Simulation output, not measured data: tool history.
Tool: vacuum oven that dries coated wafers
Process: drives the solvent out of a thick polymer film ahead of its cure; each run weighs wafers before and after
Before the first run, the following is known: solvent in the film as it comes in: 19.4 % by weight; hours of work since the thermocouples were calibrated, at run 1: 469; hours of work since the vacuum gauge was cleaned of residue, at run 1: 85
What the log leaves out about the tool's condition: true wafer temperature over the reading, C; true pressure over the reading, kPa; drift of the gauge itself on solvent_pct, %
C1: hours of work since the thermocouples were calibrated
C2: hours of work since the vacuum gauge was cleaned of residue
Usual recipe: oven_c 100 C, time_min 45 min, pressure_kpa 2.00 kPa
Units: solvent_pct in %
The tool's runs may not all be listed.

run 1 day=0.000 | oven_c=100 time_min=45 pressure_kpa=2.00 | C1=469 C2=85 | solvent_pct=4.70
run 2 day=0.362 | oven_c=100 time_min=45 pressure_kpa=2.00 | C1=475 C2=90 | solvent_pct=4.72
run 3 day=1.117 | oven_c=100 time_min=45 pressure_kpa=2.00 | C1=487 C2=102 | solvent_pct=4.72
run 4 day=1.533 | oven_c=100 time_min=45 pressure_kpa=2.00 | C1=494 C2=109 | solvent_pct=4.77
run 5 day=2.100 | oven_c=100 time_min=45 pressure_kpa=2.00 | C1=503 C2=118 | solvent_pct=4.76
run 6 day=2.642 | oven_c=100 time_min=45 pressure_kpa=5.04 | C1=511 C2=126 | solvent_pct=5.42
run 7 day=3.146 | oven_c=100 time_min=45 pressure_kpa=5.04 | C1=519 C2=134 | solvent_pct=5.45
run 8 day=3.867 | oven_c=100 time_min=45 pressure_kpa=2.00 | C1=531 C2=146 | solvent_pct=4.73
run 9 day=4.625 | oven_c=100 time_min=45 pressure_kpa=2.00 | C1=543 C2=158 | solvent_pct=4.71
run 10 day=5.262 | oven_c=100 time_min=45 pressure_kpa=2.00 | C1=553 C2=168 | solvent_pct=4.69
run 11 day=5.808 | oven_c=100 time_min=45 pressure_kpa=2.00 | C1=561 C2=176 | solvent_pct=4.69
run 12 day=6.538 | oven_c=88 time_min=42 pressure_kpa=2.28 | C1=573 C2=188 | solvent_pct=8.93
run 13 day=7.188 | oven_c=86 time_min=73 pressure_kpa=1.48 | C1=583 C2=198 | solvent_pct=6.48
run 14 day=7.679 | oven_c=96 time_min=45 pressure_kpa=2.51 | C1=591 C2=206 | solvent_pct=6.06
run 15 day=8.071 | oven_c=107 time_min=37 pressure_kpa=1.80 | C1=597 C2=212 | solvent_pct=3.65
run 16 day=8.446 | oven_c=87 time_min=28 pressure_kpa=2.45 | C1=603 C2=218 | solvent_pct=11.24
run 17 day=8.954 | oven_c=87 time_min=73 pressure_kpa=2.45 | C1=611 C2=226 | solvent_pct=6.46
run 18 day=9.496 | oven_c=87 time_min=49 pressure_kpa=4.11 | C1=620 C2=235 | solvent_pct=8.94
run 19 day=10.250 | oven_c=106 time_min=35 pressure_kpa=1.34 | C1=631 C2=247 | solvent_pct=4.12

Results for each run, recomputed without the tool's hidden state and with each run's random variation untouched:
run=1 solvent_pct=4.82
run=2 solvent_pct=4.85
run=3 solvent_pct=4.85
run=4 solvent_pct=4.90
run=5 solvent_pct=4.90
run=6 solvent_pct=5.56
run=7 solvent_pct=5.60
run=8 solvent_pct=4.88
run=9 solvent_pct=4.87
run=10 solvent_pct=4.85
run=11 solvent_pct=4.85
run=12 solvent_pct=9.10
run=13 solvent_pct=6.67
run=14 solvent_pct=6.24
run=15 solvent_pct=3.81
run=16 solvent_pct=11.39
run=17 solvent_pct=6.66
run=18 solvent_pct=9.14
run=19 solvent_pct=4.30
